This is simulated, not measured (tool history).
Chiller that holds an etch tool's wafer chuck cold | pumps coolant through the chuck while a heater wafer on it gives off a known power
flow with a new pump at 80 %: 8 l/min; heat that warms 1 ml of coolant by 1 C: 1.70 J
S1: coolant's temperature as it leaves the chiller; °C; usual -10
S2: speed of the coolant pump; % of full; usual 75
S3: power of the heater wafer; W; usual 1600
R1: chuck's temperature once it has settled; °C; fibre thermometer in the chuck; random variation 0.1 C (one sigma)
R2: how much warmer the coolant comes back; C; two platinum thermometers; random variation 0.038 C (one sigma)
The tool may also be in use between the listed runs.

Run 1, hour 0.0: usual settings. Result: R1 15.1 °C, R2 7.82 C.
Run 2, hour 47.0: usual settings. Result: R1 15.2 °C, R2 7.78 C.
Run 3, hour 99.3: usual settings. Result: R1 15.2 °C, R2 7.72 C.
Run 4, hour 177.1: usual settings. Result: R1 15.5 °C, R2 7.83 C.
Run 5, hour 260.3: usual settings but S3 1346 W. Result: R1 11.4 °C, R2 6.55 C.
Run 6, hour 331.5: usual settings but S1 -8 °C. Result: R1 17.6 °C, R2 7.86 C.
Run 7, hour 410.3: usual settings but S1 -8 °C. Result: R1 17.6 °C, R2 7.82 C.
Run 8, hour 489.4: usual settings but S1 -8 °C. Result: R1 17.6 °C, R2 7.91 C.
Run 9, hour 564.7: usual settings but S2 76 % of full. Result: R1 15.4 °C, R2 7.70 C.
Run 10, hour 638.7: usual settings but S3 1312 W. Result: R1 11.0 °C, R2 6.48 C.
Run 11, hour 678.2: usual settings but S3 1312 W. Result: R1 11.2 °C, R2 6.51 C.
Run 12, hour 731.8: usual settings but S3 1312 W. Result: R1 11.3 °C, R2 6.51 C.
Run 13, hour 789.2: usual settings but S3 1312 W. Result: R1 11.4 °C, R2 6.43 C.
Run 14, hour 836.7: usual settings but S3 1312 W. Result: R1 11.3 °C, R2 6.50 C.
Run 15, hour 870.7: usual settings but S3 1312 W. Result: R1 11.4 °C, R2 6.51 C.
Run 16, hour 914.5: usual settings. Result: R1 16.1 °C, R2 7.86 C.
Run 17, hour 983.2: usual settings but S1 -5 °C, S2 64 % of full, S3 1702 W. Result: R1 26.4 °C, R2 10.13 C.
Run 18, hour 1021.1: usual settings but S2 71 % of full, S3 1278 W. Result: R1 12.0 °C, R2 6.71 C.
Run 19, hour 1074.4: usual settings but S1 -14 °C, S3 1726 W. Result: R1 14.3 °C, R2 8.61 C.
Run 20, hour 1138.3: usual settings but S1 -14 °C, S3 1726 W. Result: R1 14.4 °C, R2 8.63 C.
Run 21, hour 1183.2: usual settings but S1 -16 °C, S2 80 % of full, S3 1496 W. Result: R1 7.5 °C, R2 6.96 C.
Run 22, hour 1249.1: usual settings but S1 -20 °C, S2 80 % of full, S3 1496 W. Result: R1 3.7 °C, R2 6.98 C.

Run 23 comes next. What will it give?
Run 23, hour 1294.5: usual settings but S1 -16 °C, S2 78 % of full, S3 1496 W. Result: R1 ?, R2 ?.

Run 23 gave R1 7.9 °C, R2 7.14 C.
Without the tool's hidden state the same run would have given R1 4.1 °C, R2 6.78 C.

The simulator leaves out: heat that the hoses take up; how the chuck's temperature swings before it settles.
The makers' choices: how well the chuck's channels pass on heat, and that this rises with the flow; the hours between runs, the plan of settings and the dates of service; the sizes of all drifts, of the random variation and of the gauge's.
